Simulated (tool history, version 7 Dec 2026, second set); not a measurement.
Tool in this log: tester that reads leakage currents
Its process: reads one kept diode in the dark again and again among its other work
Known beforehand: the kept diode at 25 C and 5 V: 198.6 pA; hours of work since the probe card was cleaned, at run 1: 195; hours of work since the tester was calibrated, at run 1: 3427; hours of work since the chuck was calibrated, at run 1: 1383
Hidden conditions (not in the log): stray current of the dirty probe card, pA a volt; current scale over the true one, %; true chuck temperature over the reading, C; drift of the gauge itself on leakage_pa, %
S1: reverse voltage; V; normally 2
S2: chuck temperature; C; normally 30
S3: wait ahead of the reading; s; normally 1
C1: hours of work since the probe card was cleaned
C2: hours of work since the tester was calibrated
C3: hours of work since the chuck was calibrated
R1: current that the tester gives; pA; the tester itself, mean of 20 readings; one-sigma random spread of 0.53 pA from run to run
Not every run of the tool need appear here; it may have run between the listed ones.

run    hour     S1  S2    S3    C1    C2    C3       R1
  1       0      2  30     1   195  3427  1383   154.92
  2   160.7      2  30     1   280  3512  1468   154.06
  3   258.4      2  30     1   332  3564  1520   153.23
  4     371      2  30     1   392  3624  1580   152.58
  5   464.8      2  30     1   442  3674  1630   152.65
  6   599.2      2  30     1   513  3745  1701   152.19
  7   777.2      2  30     1   608  3840  1796   150.04
      809.7  -- tester calibrated
  8   936.1      2  30     1   691    67  1879   145.41
  9  1009.3      2  30     1   730   106  1918   144.79
     1032.4  -- chuck's temperature calibrated
 10  1179.1      2  30     1   819   195    78   175.81
 11  1319.6      2  30     1   894   270   153   175.44
 12  1456.3      2  30  0.57   966   342   225   174.69
 13  1627.1      2  30  0.57  1057   433   316   172.98
 14  1787.9      2  30  0.57  1142   519   401   171.55
 15  1879.2      2  30  6.47  1191   567   450   169.88
 16  2043.2      2  30  6.47  1278   654   537   168.25
 17  2207.2    2.8  30  6.47  1365   741   624   204.68
     2294.7  -- probe card cleaned and baked
 18  2361.9      2  25     1    36   822   705   111.14
 19  2450.4   1.81  31  3.68    83   869   752   169.26
 20  2529.1   2.54  48  1.01   125   911   793   755.72
 21  2696.5   2.54  48  1.01   213  1000   882   753.33
 22  2830.3   2.54  48  1.01   285  1071   953   744.31
 23    2923   2.54  48  1.01   334  1120  1003    741.8
 24  3100.9   2.54  55  1.01   428  1214  1097  1211.98
 25  3255.7   2.08  30     1   511  1297  1179   164.88
 26  3404.1   2.38  45  0.47   589  1376  1258   564.76
 27  3534.8      2  30  1.82   659  1445  1328   158.07
 28  3608.6      2  30  1.82   698  1484  1367   157.03
 29    3759      2  30  1.82   778  1564  1447   156.74
 30  3900.6      2  26  2.09   853  1639  1522    111.9
 31  4019.5  15.89  30     1   916  1702  1585   535.99
 32  4112.2   7.55  29  3.23   965  1752  1634   313.55
 33  4241.5      2  26     1  1034  1820  1703   111.09
 34  4317.1   6.92  44     1  1074  1860  1743   956.45
 35  4421.7      2  43  1.99  1130  1916  1799   422.82
 36  4513.9      2  43  1.99  1179  1965  1848   419.54

Measured minus without-hidden-state, run by run (identical run-to-run variation in each term; gauge scatter may differ):
run       R1
  1   -20.07
  2   -21.19
  3   -21.76
  4   -22.45
  5   -23.14
  6   -23.92
  7   -24.93
  8      -29
  9    -29.4
 10    +0.63
 11    -0.45
 12    -1.46
 13    -2.68
 14    -3.83
 15    -4.48
 16    -5.67
 17    -8.33
 18     -5.8
 19    -9.09
 20    -38.2
 21   -42.89
 22    -46.1
 23   -48.87
 24    -84.7
 25    -14.7
 26   -49.48
 27    -16.3
 28    -16.7
 29   -17.68
 30   -13.68
 31    -64.5
 32   -40.17
 33   -15.33
 34  -121.36
 35   -56.66
 36   -58.06

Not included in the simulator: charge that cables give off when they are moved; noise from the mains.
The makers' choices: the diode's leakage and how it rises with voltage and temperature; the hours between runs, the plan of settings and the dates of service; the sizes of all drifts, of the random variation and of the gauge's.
